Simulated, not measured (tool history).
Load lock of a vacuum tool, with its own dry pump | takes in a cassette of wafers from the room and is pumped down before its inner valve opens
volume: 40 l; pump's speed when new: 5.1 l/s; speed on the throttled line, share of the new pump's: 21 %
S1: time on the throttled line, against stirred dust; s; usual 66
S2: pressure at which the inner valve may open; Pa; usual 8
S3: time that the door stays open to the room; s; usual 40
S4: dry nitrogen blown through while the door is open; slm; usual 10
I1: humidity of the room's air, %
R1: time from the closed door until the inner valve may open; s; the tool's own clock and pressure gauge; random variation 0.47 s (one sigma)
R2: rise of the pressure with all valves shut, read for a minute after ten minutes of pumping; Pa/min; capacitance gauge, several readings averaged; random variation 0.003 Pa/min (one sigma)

{"run": 1, "hour": 0.0, "S1": 66, "S2": 8, "S3": 40, "S4": 10, "I1": 46.4, "R1": 132.7, "R2": 0.073}
{"run": 2, "hour": 151.0, "S1": 66, "S2": 8, "S3": 40, "S4": 10, "I1": 45, "R1": 132.9, "R2": 0.073}
{"run": 3, "hour": 254.2, "S1": 66, "S2": 8, "S3": 40, "S4": 10, "I1": 43.5, "R1": 132.5, "R2": 0.072}
{"run": 4, "hour": 397.7, "S1": 66, "S2": 8, "S3": 101, "S4": 10, "I1": 44.9, "R1": 133.5, "R2": 0.117}
{"run": 5, "hour": 542.1, "S1": 66, "S2": 8, "S3": 40, "S4": 10, "I1": 43.9, "R1": 133.3, "R2": 0.079}
{"run": 6, "hour": 702.3, "S1": 66, "S2": 8, "S3": 40, "S4": 10, "I1": 44.6, "R1": 132.3, "R2": 0.082}
{"run": 7, "hour": 888.1, "S1": 66, "S2": 8, "S3": 40, "S4": 10, "I1": 45.6, "R1": 132.8, "R2": 0.085}
{"run": 8, "hour": 970.8, "S1": 66, "S2": 8, "S3": 40, "S4": 10, "I1": 45.9, "R1": 133.4, "R2": 0.085}
{"run": 9, "hour": 1162.1, "S1": 66, "S2": 8, "S3": 40, "S4": 10, "I1": 44.8, "R1": 133.2, "R2": 0.091}
{"run": 10, "hour": 1282.8, "S1": 66, "S2": 8, "S3": 29, "S4": 10, "I1": 48.3, "R1": 132.9, "R2": 0.082}
{"run": 11, "hour": 1366.9, "S1": 66, "S2": 8, "S3": 29, "S4": 10, "I1": 45.9, "R1": 133.6, "R2": 0.089}
{"run": 12, "hour": 1488.1, "S1": 66, "S2": 8, "S3": 40, "S4": 10, "I1": 45.8, "R1": 133.4, "R2": 0.1}
{"run": 13, "hour": 1604.2, "S1": 66, "S2": 8, "S3": 40, "S4": 10, "I1": 46.4, "R1": 132.8, "R2": 0.098}
{"run": 14, "hour": 1686.0, "S1": 66, "S2": 8, "S3": 40, "S4": 10, "I1": 45.9, "R1": 133.5, "R2": 0.103}
{"run": 15, "hour": 1795.0, "S1": 66, "S2": 8, "S3": 40, "S4": 10, "I1": 48.3, "R1": 132.7, "R2": 0.098}
{"run": 16, "hour": 1951.8, "S1": 66, "S2": 8, "S3": 40, "S4": 6, "I1": 47.4, "R1": 132.5, "R2": 0.109}
{"run": 17, "hour": 2080.0, "S1": 89, "S2": 8, "S3": 40, "S4": 6, "I1": 42.6, "R1": 150, "R2": 0.106}
{"run": 18, "hour": 2207.8, "S1": 89, "S2": 8, "S3": 40, "S4": 6, "I1": 46.2, "R1": 151.6, "R2": 0.115}
{"run": 19, "hour": 2336.5, "S1": 67, "S2": 8, "S3": 40, "S4": 10, "I1": 43.7, "R1": 135.1, "R2": 0.106}
{"run": 20, "hour": 2474.1, "S1": 96, "S2": 8, "S3": 102, "S4": 28, "I1": 48.1, "R1": 156.7, "R2": 0.121}
{"run": 21, "hour": 2642.9, "S1": 96, "S2": 8, "S3": 102, "S4": 28, "I1": 43.4, "R1": 156.4, "R2": 0.12}
{"run": 22, "hour": 2820.8, "S1": 96, "S2": 8, "S3": 102, "S4": 29, "I1": 42.3, "R1": 156.7, "R2": 0.124}
{"run": 23, "hour": 2916.3, "S1": 96, "S2": 8, "S3": 102, "S4": 29, "I1": 45.9, "R1": 156.6, "R2": 0.124}
{"run": 24, "hour": 3066.5, "S1": 77, "S2": 6, "S3": 32, "S4": 5, "I1": 42.4, "R1": 145.4, "R2": 0.118}
{"run": 25, "hour": 3180.5, "S1": 69, "S2": 12, "S3": 47, "S4": 5, "I1": 44.7, "R1": 132.1, "R2": 0.139}
{"run": 26, "hour": 3299.4, "S1": 55, "S2": 14, "S3": 82, "S4": 6, "I1": 43.1, "R1": 120.7, "R2": 0.156}
{"run": 27, "hour": 3458.9, "S1": 55, "S2": 14, "S3": 82, "S4": 6, "I1": 46.6, "R1": 120.8, "R2": 0.166}
{"run": 28, "hour": 3556.2, "S1": 128, "S2": 7, "S3": 76, "S4": 10, "I1": 44.5, "R1": 183.2, "R2": 0.147}
{"run": 29, "hour": 3720.7, "S1": 33, "S2": 16, "S3": 76, "S4": 10, "I1": 43.9, "R1": 101.8, "R2": 0.153}
{"run": 30, "hour": 3808.1, "S1": 117, "S2": 16, "S3": 106, "S4": 6, "I1": 43, "R1": 166.2, "R2": 0.18}
{"run": 31, "hour": 3925.1, "S1": 47, "S2": 8, "S3": 40, "S4": 10, "I1": 44.5, "R1": 119.4, "R2": 0.136}
{"run": 32, "hour": 4100.4, "S1": 37, "S2": 9, "S3": 51, "S4": 10, "I1": 49.9, "R1": 110.7, "R2": 0.152}
{"run": 33, "hour": 4267.9, "S1": 66, "S2": 15, "S3": 113, "S4": 10, "I1": 43.5, "R1": 127.8, "R2": 0.182}
{"run": 34, "hour": 4350.8, "S1": 38, "S2": 12, "S3": 53, "S4": 36, "I1": 45.2, "R1": 108.1, "R2": 0.126}
{"run": 35, "hour": 4449.6, "S1": 38, "S2": 12, "S3": 53, "S4": 36, "I1": 46.2, "R1": 108.3, "R2": 0.137}
{"run": 36, "hour": 4606.6, "S1": 38, "S2": 12, "S3": 53, "S4": 36, "I1": 42.5, "R1": 109.4, "R2": 0.137}

3 ways to go on from here, each from the tool as it stands after run 36. What would each give?
{"run": "A", "hour": 4711.7, "S1": 38, "S2": 12, "S3": 176, "S4": 36, "I1": 46.1, "R1": "?", "R2": "?"}
{"run": "B", "hour": 4711.7, "S1": 38, "S2": 15, "S3": 53, "S4": 36, "I1": 45.7, "R1": "?", "R2": "?"}
{"run": "C", "hour": 4711.7, "S1": 38, "S2": 12, "S3": 94, "S4": 36, "I1": 45.2, "R1": "?", "R2": "?"}

run=A R1=109.4 R2=0.17
run=B R1=106.3 R2=0.138
run=C R1=109.2 R2=0.155
Without the tool's hidden state the same runs would have given:
run=A R1=102.6 R2=0.057
run=B R1=99.7 R2=0.026
run=C R1=102.4 R2=0.043
